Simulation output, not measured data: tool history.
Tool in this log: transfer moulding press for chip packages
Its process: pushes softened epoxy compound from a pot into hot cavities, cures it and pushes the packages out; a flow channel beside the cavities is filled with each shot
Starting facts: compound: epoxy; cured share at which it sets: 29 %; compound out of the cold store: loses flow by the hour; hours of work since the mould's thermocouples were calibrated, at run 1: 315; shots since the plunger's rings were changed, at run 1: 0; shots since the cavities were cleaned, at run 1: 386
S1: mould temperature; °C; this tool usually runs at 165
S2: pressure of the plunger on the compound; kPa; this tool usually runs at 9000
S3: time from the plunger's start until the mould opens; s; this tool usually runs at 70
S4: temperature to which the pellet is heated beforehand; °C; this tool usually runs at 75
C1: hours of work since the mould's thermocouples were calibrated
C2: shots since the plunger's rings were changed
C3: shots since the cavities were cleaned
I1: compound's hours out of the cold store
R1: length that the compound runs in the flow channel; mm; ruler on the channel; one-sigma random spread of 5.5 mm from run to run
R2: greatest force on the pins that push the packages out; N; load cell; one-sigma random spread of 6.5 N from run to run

Run 1, hour 0.0: usual settings; C1 315; C2 0; C3 386; I1 19.3. Result: R1 675 mm, R2 253 N.
Run 2, hour 9.8: usual settings; C1 322; C2 153; C3 539; I1 37.1. Result: R1 630 mm, R2 243 N.
Run 3, hour 25.8: usual settings; C1 333; C2 400; C3 786; I1 9.5. Result: R1 717 mm, R2 264 N.
Run 4, hour 37.2: usual settings; C1 341; C2 577; C3 963; I1 28.4. Result: R1 659 mm, R2 252 N.
At hour 45.0: cavities cleaned with cleaning compound and waxed.
Run 5, hour 50.1: usual settings; C1 349; C2 754; C3 80; I1 16.0. Result: R1 693 mm, R2 252 N.
Run 6, hour 62.0: usual settings but S4 69 °C; C1 358; C2 938; C3 264; I1 14.1. Result: R1 705 mm, R2 272 N.
Run 7, hour 73.1: usual settings but S3 77 s; C1 366; C2 1110; C3 436; I1 29.1. Result: R1 653 mm, R2 225 N.
Run 8, hour 88.4: usual settings but S1 166 °C; C1 377; C2 1348; C3 674; I1 23.2. Result: R1 669 mm, R2 235 N.
Run 9, hour 106.0: usual settings but S1 166 °C, S2 10150 kPa, S3 60 s, S4 71 °C; C1 390; C2 1621; C3 947; I1 27.8. Result: R1 695 mm, R2 349 N.
At hour 114.0: cavities cleaned with cleaning compound and waxed.
Run 10, hour 117.4: usual settings but S2 10150 kPa, S3 60 s, S4 76 °C; C1 397; C2 1775; C3 53; I1 36.9. Result: R1 668 mm, R2 357 N.
Run 11, hour 130.0: usual settings but S2 10210 kPa, S3 107 s, S4 84 °C; C1 406; C2 1970; C3 248; I1 40.9. Result: R1 665 mm, R2 191 N.
Run 12, hour 149.2: usual settings but S2 10210 kPa, S3 107 s, S4 84 °C; C1 419; C2 2268; C3 546; I1 13.1. Result: R1 756 mm, R2 200 N.
Run 13, hour 167.4: usual settings but S2 7950 kPa, S3 71 s; C1 433; C2 2550; C3 828; I1 43.3. Result: R1 568 mm, R2 241 N.
At hour 184.3: cavities cleaned with cleaning compound and waxed.
Run 14, hour 185.1: usual settings but S2 7950 kPa, S3 71 s; C1 444; C2 2800; C3 11; I1 35.5. Result: R1 594 mm, R2 248 N.
At hour 195.5: plunger's sealing rings changed.
Run 15, hour 202.1: usual settings but S1 169 °C, S2 8320 kPa; C1 455; C2 102; C3 237; I1 21.9. Result: R1 642 mm, R2 214 N.
Run 16, hour 211.8: usual settings but S1 160 °C, S2 8320 kPa, S3 98 s, S4 83 °C; C1 461; C2 252; C3 387; I1 21.0. Result: R1 660 mm, R2 207 N.

Each row is a separate what-if for the run after 16, all from the same tool condition, not one after another. Results?
Run A, hour 229.5: usual settings but S3 65 s, S4 78 °C; C1 474; C2 528; C3 663; I1 44.1. Result: R1 ?, R2 ?.
Run B, hour 229.5: usual settings but S4 76 °C; C1 474; C2 528; C3 663; I1 21.2. Result: R1 ?, R2 ?.
Run C, hour 229.5: usual settings but S1 162 °C, S2 8320 kPa, S3 71 s, S4 68 °C; C1 474; C2 528; C3 663; I1 42.4. Result: R1 ?, R2 ?.
Run D, hour 229.5: usual settings but S1 160 °C, S2 7030 kPa, S3 87 s, S4 83 °C; C1 474; C2 528; C3 663; I1 27.0. Result: R1 ?, R2 ?.
Run E, hour 229.5: usual settings but S1 161 °C, S2 10550 kPa, S3 55 s; C1 474; C2 528; C3 663; I1 22.4. Result: R1 ?, R2 ?.

run   R1   R2
  A  603  267
  B  679  260
  C  599  285
  D  596  232
  E  736  636
Without the tool's unlogged condition, the same runs would have read:
run   R1   R2
  A  603  265
  B  679  258
  C  599  282
  D  596  230
  E  736  630
